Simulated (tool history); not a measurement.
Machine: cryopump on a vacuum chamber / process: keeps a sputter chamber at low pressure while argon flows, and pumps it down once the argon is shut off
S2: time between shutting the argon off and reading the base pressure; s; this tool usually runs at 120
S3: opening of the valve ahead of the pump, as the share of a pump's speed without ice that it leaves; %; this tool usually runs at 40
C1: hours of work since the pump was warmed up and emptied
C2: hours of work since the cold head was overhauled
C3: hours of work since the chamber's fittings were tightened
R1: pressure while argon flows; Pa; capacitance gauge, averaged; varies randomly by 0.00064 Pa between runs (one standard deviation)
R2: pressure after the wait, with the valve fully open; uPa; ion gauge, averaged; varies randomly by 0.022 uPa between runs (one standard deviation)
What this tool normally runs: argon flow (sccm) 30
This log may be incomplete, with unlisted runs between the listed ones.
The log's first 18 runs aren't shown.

run 19 hour=592.4 | argon_flow_(sccm)=59 S2=221 S3=30 | C1=501 C2=2126 C3=2524 | R1=0.2789 R2=3.97
run 20 hour=642.2 | argon_flow_(sccm)=48 S2=111 S3=31 | C1=539 C2=2164 C3=2562 | R1=0.2217 R2=4.42
run 21 hour=687.7 | argon_flow_(sccm)=30 S2=70 S3=40 | C1=574 C2=2199 C3=2597 | R1=0.1100 R2=4.75
run 22 hour=717.0 | argon_flow_(sccm)=30 S2=22 S3=36 | C1=596 C2=2222 C3=2620 | R1=0.1234 R2=6.63
run 23 hour=766.9 | argon_flow_(sccm)=30 S2=45 S3=47 | C1=635 C2=2260 C3=2658 | R1=0.0964 R2=5.47
run 24 hour=814.4 | argon_flow_(sccm)=21 S2=83 S3=34 | C1=671 C2=2297 C3=2694 | R1=0.0911 R2=5.00
run 25 hour=856.1 | argon_flow_(sccm)=30 S2=27 S3=47 | C1=703 C2=2329 C3=2726 | R1=0.0990 R2=6.49
-- hour=862.4 leaking fittings of the chamber tightened, without venting
run 26 hour=904.0 | argon_flow_(sccm)=30 S2=27 S3=47 | C1=738 C2=2364 C3=32 | R1=0.0996 R2=2.31

Run 27 has not been measured yet. What should we expect?
run 27 hour=954.1 | argon_flow_(sccm)=30 S2=289 S3=45 | C1=777 C2=2402 C3=70 | R1=? R2=?

R1: 0.1047 Pa
R2: 0.66 uPa
On a tool with no hidden condition, and with the same random variation, this run would have come out at R1 0.0890 Pa, R2 0.42 uPa.
